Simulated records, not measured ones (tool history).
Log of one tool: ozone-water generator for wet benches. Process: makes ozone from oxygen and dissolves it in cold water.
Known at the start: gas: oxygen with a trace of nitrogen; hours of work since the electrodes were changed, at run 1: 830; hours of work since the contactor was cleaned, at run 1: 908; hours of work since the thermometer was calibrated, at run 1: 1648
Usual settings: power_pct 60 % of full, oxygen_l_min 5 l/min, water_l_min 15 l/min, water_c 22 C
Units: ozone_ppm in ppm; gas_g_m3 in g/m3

run    day  power_pct  oxygen_l_min  water_l_min  water_c  hours of work since the electrodes were changed  hours of work since the contactor was cleaned  hours of work since the thermometer was calibrated  ozone_ppm  gas_g_m3
  1      0         60             5           15       22                                              830                                            908                                                1648       25.4     208.4
  2  0.662         60             5           15       19                                              843                                            921                                                1662       26.9       209
  3  2.058         60             5           15       22                                              871                                            949                                                1690       25.8     209.4
  4  2.812         47             5           15       22                                              886                                            964                                                1705       21.5     177.4
  5  3.692         47             5           15       22                                              904                                            982                                                1723       21.3     175.7
  6  4.979         47             5           15       22                                              930                                           1008                                                1748       21.4     175.3
  7  6.192         76          6.28           15       22                                              954                                           1032                                                1773       29.8     222.4
  8  6.888         76          6.28           15       22                                              968                                           1046                                                1787         30     224.5
  9  7.888         76          6.28           15       22                                              988                                           1066                                                1807       30.2       223
 10  8.708         91          6.28           15       22                                             1004                                           1083                                                1823       33.8     254.3
 11  9.554         91          6.28           15       22                                             1021                                           1100                                                1840       33.8     253.9

Forecast run 12:
 12  10.529         60             5           18       21                                             1041                                           1119                                                1860          ?         ?

{"run 12": {"ozone_ppm": 23, "gas_g_m3": 211.9}}
Without the tool's hidden state the same run would have given ozone_ppm 23.6 ppm, gas_g_m3 216.1 g/m3.

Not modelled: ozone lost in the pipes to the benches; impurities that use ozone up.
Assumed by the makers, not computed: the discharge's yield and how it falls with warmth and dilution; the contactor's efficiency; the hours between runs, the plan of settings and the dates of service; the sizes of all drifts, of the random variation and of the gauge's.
